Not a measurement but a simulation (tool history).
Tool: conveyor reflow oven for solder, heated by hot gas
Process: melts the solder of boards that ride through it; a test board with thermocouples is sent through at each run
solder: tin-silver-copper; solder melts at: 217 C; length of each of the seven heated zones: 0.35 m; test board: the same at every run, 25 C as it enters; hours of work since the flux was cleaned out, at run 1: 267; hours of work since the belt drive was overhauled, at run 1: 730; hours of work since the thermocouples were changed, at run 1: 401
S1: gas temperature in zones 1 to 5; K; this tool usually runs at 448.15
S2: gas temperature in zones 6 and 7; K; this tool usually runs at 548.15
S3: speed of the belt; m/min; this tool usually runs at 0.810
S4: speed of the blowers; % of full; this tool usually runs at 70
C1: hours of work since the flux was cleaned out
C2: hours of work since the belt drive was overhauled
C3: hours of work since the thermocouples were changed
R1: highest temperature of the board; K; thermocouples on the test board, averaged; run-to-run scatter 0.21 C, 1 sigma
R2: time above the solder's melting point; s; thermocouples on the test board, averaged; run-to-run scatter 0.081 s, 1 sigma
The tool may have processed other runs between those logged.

Run 1, hour 0.0: usual settings; C1 267; C2 730; C3 401. Result: R1 533.95 K, R2 43.40 s.
At hour 8.2: flux residue cleaned out of gas plates and filters.
Run 2, hour 80.2: usual settings; C1 52; C2 785; C3 455. Result: R1 534.55 K, R2 43.91 s.
Run 3, hour 120.1: usual settings; C1 81; C2 813; C3 484. Result: R1 534.55 K, R2 43.89 s.
Run 4, hour 153.7: usual settings; C1 106; C2 838; C3 509. Result: R1 534.25 K, R2 43.93 s.
Run 5, hour 207.3: usual settings; C1 144; C2 877; C3 548. Result: R1 534.45 K, R2 43.81 s.
Run 6, hour 279.6: usual settings; C1 197; C2 929; C3 600. Result: R1 534.05 K, R2 43.84 s.
Run 7, hour 348.3: usual settings but S1 436.15 K; C1 247; C2 979; C3 650. Result: R1 531.25 K, R2 40.40 s.
At hour 385.7: flux residue cleaned out of gas plates and filters.
Run 8, hour 405.9: usual settings; C1 15; C2 1017; C3 688. Result: R1 534.45 K, R2 44.08 s.
Run 9, hour 451.5: usual settings; C1 48; C2 1050; C3 721. Result: R1 534.45 K, R2 44.07 s.
Run 10, hour 488.1: usual settings; C1 74; C2 1077; C3 747. Result: R1 534.45 K, R2 44.08 s.
Run 11, hour 529.9: usual settings but S1 438.15 K; C1 104; C2 1107; C3 778. Result: R1 532.95 K, R2 41.18 s.
At hour 554.9: thermocouples of zones 6 and 7 changed.
Run 12, hour 597.3: usual settings but S1 438.15 K; C1 152; C2 1154; C3 31. Result: R1 533.65 K, R2 41.61 s.
Run 13, hour 649.2: usual settings but S3 0.710 m/min; C1 190; C2 1192; C3 68. Result: R1 538.65 K, R2 52.38 s.
Run 14, hour 685.2: usual settings; C1 216; C2 1218; C3 94. Result: R1 535.15 K, R2 44.15 s.
At hour 742.0: belt drive overhauled, speed set with a stopwatch.
At hour 767.4: flux residue cleaned out of gas plates and filters.
Run 15, hour 767.4: usual settings but S1 441.15 K; C1 0; C2 15; C3 148. Result: R1 534.25 K, R2 41.62 s.
Run 16, hour 812.4: usual settings but S2 563.15 K, S4 55 % of full; C1 33; C2 47; C3 180. Result: R1 544.85 K, R2 46.82 s.
Run 17, hour 879.3: usual settings but S1 435.15 K, S2 563.15 K, S3 0.808 m/min, S4 55 % of full; C1 81; C2 96; C3 229. Result: R1 543.05 K, R2 43.40 s.
Run 18, hour 937.7: usual settings but S1 451.15 K, S2 550.15 K, S3 0.706 m/min; C1 123; C2 138; C3 271. Result: R1 540.45 K, R2 53.22 s.
Run 19, hour 993.4: usual settings but S1 451.15 K, S2 550.15 K, S3 0.706 m/min; C1 164; C2 179; C3 311. Result: R1 539.95 K, R2 53.29 s.
Run 20, hour 1026.4: usual settings but S1 440.15 K, S2 561.15 K; C1 188; C2 202; C3 335. Result: R1 544.95 K, R2 45.46 s.
Run 21, hour 1071.2: usual settings but S1 462.15 K, S2 545.15 K, S4 78 % of full; C1 220; C2 235; C3 368. Result: R1 534.55 K, R2 47.18 s.
At hour 1145.5: flux residue cleaned out of gas plates and filters.
Run 22, hour 1151.6: usual settings but S1 462.15 K, S2 545.15 K, S4 78 % of full; C1 4; C2 290; C3 422. Result: R1 535.15 K, R2 47.54 s.
Run 23, hour 1223.5: usual settings but S1 462.15 K, S2 545.15 K, S4 78 % of full; C1 57; C2 342; C3 474. Result: R1 535.35 K, R2 47.51 s.
Run 24, hour 1278.9: usual settings but S1 462.15 K, S2 536.15 K, S4 61 % of full; C1 97; C2 382; C3 515. Result: R1 524.35 K, R2 43.05 s.
Run 25, hour 1351.8: usual settings but S1 462.15 K, S2 536.15 K, S4 61 % of full; C1 150; C2 435; C3 568. Result: R1 523.85 K, R2 43.10 s.
Run 26, hour 1418.6: usual settings but S3 0.802 m/min, S4 74 % of full; C1 198; C2 483; C3 616. Result: R1 534.65 K, R2 44.48 s.
Run 27, hour 1463.2: usual settings but S1 441.15 K, S2 549.15 K, S3 0.771 m/min, S4 74 % of full; C1 230; C2 516; C3 648. Result: R1 535.95 K, R2 45.28 s.
Run 28, hour 1511.8: usual settings but S1 434.15 K, S2 539.15 K, S3 0.933 m/min, S4 66 % of full; C1 265; C2 551; C3 683. Result: R1 517.35 K, R2 27.16 s.
At hour 1521.9: flux residue cleaned out of gas plates and filters.
Run 29, hour 1570.8: usual settings but S1 434.15 K, S2 539.15 K, S3 0.933 m/min, S4 66 % of full; C1 35; C2 590; C3 723. Result: R1 518.55 K, R2 28.03 s.

Branching from run 29: 4 alternative next runs. What would each branch give?
Run A, hour 1624.2: usual settings but S1 443.15 K, S2 556.15 K, S3 0.783 m/min; C1 74; C2 629; C3 761. Result: R1 ?, R2 ?.
Run B, hour 1624.2: usual settings but S2 561.15 K, S3 0.938 m/min; C1 74; C2 629; C3 761. Result: R1 ?, R2 ?.
Run C, hour 1624.2: usual settings but S1 449.15 K, S2 539.15 K, S3 0.933 m/min, S4 66 % of full; C1 74; C2 629; C3 761. Result: R1 ?, R2 ?.
Run D, hour 1624.2: usual settings but S1 434.15 K, S2 558.15 K, S3 0.928 m/min, S4 66 % of full; C1 74; C2 629; C3 761. Result: R1 ?, R2 ?.

run      R1     R2
  A  542.15  46.93
  B  541.25  39.49
  C  521.45  32.37
  D  535.35  35.38
Without the tool's unlogged condition, the same runs would have read:
run      R1     R2
  A  542.65  46.58
  B  541.75  39.20
  C  521.95  32.25
  D  535.85  35.17
